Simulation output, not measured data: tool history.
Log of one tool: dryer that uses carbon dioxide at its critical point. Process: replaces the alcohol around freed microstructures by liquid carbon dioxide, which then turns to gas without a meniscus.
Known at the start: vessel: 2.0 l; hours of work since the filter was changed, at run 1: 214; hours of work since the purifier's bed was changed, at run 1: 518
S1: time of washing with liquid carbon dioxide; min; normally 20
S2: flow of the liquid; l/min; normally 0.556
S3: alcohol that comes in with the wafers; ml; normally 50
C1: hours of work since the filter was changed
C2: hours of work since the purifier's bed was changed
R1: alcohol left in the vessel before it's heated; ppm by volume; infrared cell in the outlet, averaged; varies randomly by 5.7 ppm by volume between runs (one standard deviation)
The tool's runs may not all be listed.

run 1 day=0 | S1=20 S2=0.556 S3=50 | C1=214 C2=518 | R1=248
run 2 day=0.617 | S1=20 S2=0.556 S3=50 | C1=223 C2=528 | R1=235
run 3 day=1.238 | S1=19 S2=0.556 S3=50 | C1=233 C2=537 | R1=312
run 4 day=1.708 | S1=19 S2=0.556 S3=50 | C1=241 C2=545 | R1=320
run 5 day=2.596 | S1=15 S2=0.556 S3=50 | C1=255 C2=559 | R1=774
run 6 day=3.308 | S1=15 S2=0.495 S3=50 | C1=266 C2=570 | R1=1126
run 7 day=4.192 | S1=20 S2=0.537 S3=50 | C1=280 C2=584 | R1=307
run 8 day=5.079 | S1=20 S2=0.593 S3=50 | C1=294 C2=598 | R1=213
run 9 day=5.842 | S1=20 S2=0.593 S3=50 | C1=306 C2=610 | R1=211
run 10 day=6.417 | S1=20 S2=0.593 S3=68 | C1=315 C2=619 | R1=285
run 11 day=7.033 | S1=20 S2=0.812 S3=68 | C1=325 C2=629 | R1=75
run 12 day=7.575 | S1=20 S2=0.812 S3=68 | C1=333 C2=638 | R1=85
run 13 day=8.429 | S1=20 S2=0.812 S3=68 | C1=347 C2=651 | R1=82
run 14 day=9.196 | S1=20 S2=0.812 S3=68 | C1=359 C2=663 | R1=86
run 15 day=9.988 | S1=20 S2=0.556 S3=104 | C1=371 C2=676 | R1=580
run 16 day=10.908 | S1=28 S2=0.556 S3=104 | C1=386 C2=690 | R1=123
run 17 day=11.629 | S1=28 S2=0.556 S3=56 | C1=397 C2=702 | R1=76
run 18 day=12.312 | S1=28 S2=0.556 S3=56 | C1=408 C2=712 | R1=83
run 19 day=12.938 | S1=28 S2=0.556 S3=56 | C1=418 C2=722 | R1=79
run 20 day=13.558 | S1=20 S2=0.556 S3=50 | C1=428 C2=732 | R1=311
run 21 day=14.425 | S1=20 S2=0.693 S3=50 | C1=442 C2=746 | R1=131
-- day=14.875 inlet filter changed
run 22 day=15.238 | S1=20 S2=0.693 S3=50 | C1=6 C2=758 | R1=92
run 23 day=15.896 | S1=16 S2=0.446 S3=48 | C1=16 C2=768 | R1=1028
run 24 day=16.875 | S1=16 S2=0.446 S3=48 | C1=32 C2=784 | R1=1048
run 25 day=17.671 | S1=21 S2=0.446 S3=41 | C1=44 C2=797 | R1=367
run 26 day=18.592 | S1=14 S2=0.394 S3=50 | C1=59 C2=811 | R1=2186
run 27 day=19.183 | S1=14 S2=0.394 S3=56 | C1=68 C2=820 | R1=2457
run 28 day=20 | S1=14 S2=0.556 S3=50 | C1=81 C2=833 | R1=894
run 29 day=20.683 | S1=14 S2=0.624 S3=22 | C1=92 C2=844 | R1=291
run 30 day=21.55 | S1=20 S2=0.666 S3=25 | C1=106 C2=858 | R1=87
run 31 day=22.508 | S1=20 S2=0.554 S3=64 | C1=121 C2=873 | R1=311
run 32 day=23.417 | S1=29 S2=0.531 S3=29 | C1=135 C2=887 | R1=58
run 33 day=23.833 | S1=29 S2=0.531 S3=29 | C1=142 C2=894 | R1=58
run 34 day=24.467 | S1=13 S2=0.531 S3=29 | C1=152 C2=904 | R1=779
run 35 day=25.104 | S1=13 S2=0.531 S3=29 | C1=162 C2=914 | R1=811
run 36 day=25.5 | S1=13 S2=0.531 S3=72 | C1=168 C2=920 | R1=1882
run 37 day=26.162 | S1=31 S2=0.5 S3=50 | C1=179 C2=931 | R1=81
run 38 day=27.079 | S1=31 S2=0.5 S3=50 | C1=193 C2=945 | R1=80
run 39 day=27.667 | S1=31 S2=0.37 S3=77 | C1=202 C2=955 | R1=322
run 40 day=28.133 | S1=18 S2=0.37 S3=63 | C1=210 C2=962 | R1=1832
run 41 day=28.525 | S1=20 S2=0.556 S3=21 | C1=216 C2=968 | R1=144
run 42 day=29.188 | S1=20 S2=0.556 S3=21 | C1=226 C2=979 | R1=136
run 43 day=30.138 | S1=20 S2=0.556 S3=21 | C1=241 C2=994 | R1=151

Had the tool no unlogged condition, and each run kept its random variation, what would the results have been?
What the log doesn't record here: flow that reaches the vessel past the clogged filter, %; alcohol in the recycled carbon dioxide, ppm; drift of the gauge itself on alcohol_ppm, %.
run=1 R1=187
run=2 R1=172
run=3 R1=235
run=4 R1=244
run=5 R1=630
run=6 R1=935
run=7 R1=220
run=8 R1=142
run=9 R1=139
run=10 R1=191
run=11 R1=32
run=12 R1=41
run=13 R1=38
run=14 R1=39
run=15 R1=393
run=16 R1=58
run=17 R1=28
run=18 R1=34
run=19 R1=28
run=20 R1=191
run=21 R1=62
run=22 R1=60
run=23 R1=979
run=24 R1=987
run=25 R1=319
run=26 R1=2078
run=27 R1=2330
run=28 R1=808
run=29 R1=238
run=30 R1=47
run=31 R1=245
run=32 R1=19
run=33 R1=16
run=34 R1=674
run=35 R1=699
run=36 R1=1660
run=37 R1=35
run=38 R1=33
run=39 R1=231
run=40 R1=1575
run=41 R1=86
run=42 R1=78
run=43 R1=90
